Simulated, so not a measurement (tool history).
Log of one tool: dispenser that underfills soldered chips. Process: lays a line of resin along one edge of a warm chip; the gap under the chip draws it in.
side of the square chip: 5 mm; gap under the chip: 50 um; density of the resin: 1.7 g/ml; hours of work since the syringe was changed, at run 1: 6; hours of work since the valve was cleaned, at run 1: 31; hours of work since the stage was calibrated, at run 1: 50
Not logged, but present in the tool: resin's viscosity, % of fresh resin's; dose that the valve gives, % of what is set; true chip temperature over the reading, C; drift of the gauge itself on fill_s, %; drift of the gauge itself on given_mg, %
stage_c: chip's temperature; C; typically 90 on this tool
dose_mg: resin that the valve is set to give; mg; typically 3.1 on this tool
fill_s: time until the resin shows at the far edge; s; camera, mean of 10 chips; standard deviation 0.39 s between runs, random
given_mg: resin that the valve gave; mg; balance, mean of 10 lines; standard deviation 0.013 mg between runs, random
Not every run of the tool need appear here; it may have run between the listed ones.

run   hour  stage_c  dose_mg  hours of work since the syringe was changed  hours of work since the valve was cleaned  hours of work since the stage was calibrated  fill_s  given_mg
  1      0       90      3.1                                            6                                         31                                            50    40.8      3.02
  2    3.7       90      3.1                                            8                                         33                                            53    49.9      3.01
       8.7  -- new syringe of resin
  3   10.3       90      3.1                                            1                                         37                                            57    26.5      3.03
  4   18.5       90      3.1                                            6                                         43                                            62    42.6      2.98
  5   25.8       77      3.1                                           11                                         48                                            67    95.2      2.98
      26.8  -- new syringe of resin
  6   33.4       77      3.1                                            4                                         52                                            72      53      2.98
  7   38.4       90      3.1                                            8                                         56                                            75    47.8      2.99
  8   43.2       90     3.85                                           11                                         59                                            78    60.1      3.67
      44.8  -- new syringe of resin
  9   49.6       90     3.85                                            3                                         63                                            82    31.7      3.66
 10   54.1       90      3.1                                            6                                         66                                            85    43.1      2.92
 11   59.5       90      3.1                                           10                                         69                                            89    57.3      2.93
      62.3  -- new syringe of resin
      65.2  -- dispensing valve cleaned and set on the balance
 12     68       90      3.1                                            3                                          2                                            93    31.5      3.12
 13   76.2       90      3.1                                            8                                          7                                            99    50.8      3.08
      81.1  -- new syringe of resin
 14   81.6       90     3.21                                            0                                         10                                           102    25.3      3.22
 15     88       90     3.21                                            4                                         15                                           106    36.4      3.18
 16   93.5       90     3.21                                            8                                         18                                           110      48      3.18
 17   97.4       90      3.1                                           11                                         21                                           112    61.2      3.07
      99.1  -- new syringe of resin
 18  103.5       90     3.76                                            3                                         25                                           116    30.9      3.71
 19  108.3       90     2.74                                            6                                         28                                           119    42.7       2.7
 20    115       95     3.02                                           10                                         32                                           124    53.1      2.97
     116.9  -- new syringe of resin
 21  121.5      100      2.7                                            3                                         36                                           128    25.2      2.62
 22  128.4      100      2.7                                            8                                         41                                           132    37.3      2.62
     134.5  -- new syringe of resin
 23  135.4      100      2.7                                            1                                         45                                           136    20.6      2.61
 24  143.1       79     3.66                                            6                                         50                                           141    54.4      3.53
 25  150.5       98     2.67                                           10                                         55                                           146    50.9      2.59
     152.4  -- new syringe of resin
 26  158.4       98     2.67                                            4                                         60                                           151    29.5      2.58
 27  166.2       99     3.18                                            9                                         65                                           156    41.7      3.04
     170.1  -- new syringe of resin
 28  173.1      105     3.83                                            2                                         69                                           161    18.2      3.66
     178.9  -- dispensing valve cleaned and set on the balance
 29  179.8      105     3.98                                            6                                          1                                           164    25.2         4
 30  183.3       79     3.56                                            8                                          3                                           167    67.3      3.57
     188.6  -- new syringe of resin
 31    189       79     3.56                                            0                                          6                                           170    35.1      3.56
 32  197.5       81     3.87                                            6                                         12                                           176    51.9      3.83
 33  203.7       86     3.87                                           10                                         16                                           180      64      3.81
     206.2  -- new syringe of resin
 34  211.7       97     2.75                                            4                                         21                                           185    28.7      2.71
 35  215.9       77     2.75                                            6                                         24                                           187    65.9      2.71
 36  222.8       77     2.94                                           11                                         28                                           192    94.7      2.88

Predict each of these 4 candidate next runs independently; none follows another, all start after run 36:
     224.4  -- new syringe of resin
  A  230.2       99     3.98                                            4                                         33                                           197       ?         ?
     224.4  -- new syringe of resin
  B  230.2       77     2.81                                            4                                         33                                           197       ?         ?
     224.4  -- new syringe of resin
  C  230.2       77     2.64                                            4                                         33                                           197       ?         ?
     224.4  -- new syringe of resin
  D  230.2       77     3.18                                            4                                         33                                           197       ?         ?

run  fill_s  given_mg
  A    25.6      3.89
  B    52.1      2.74
  C    53.2      2.57
  D      50      3.11
Without the tool's hidden state the same runs would have given:
run  fill_s  given_mg
  A    18.2      3.97
  B    37.1       2.8
  C    37.7      2.62
  D    35.7      3.17
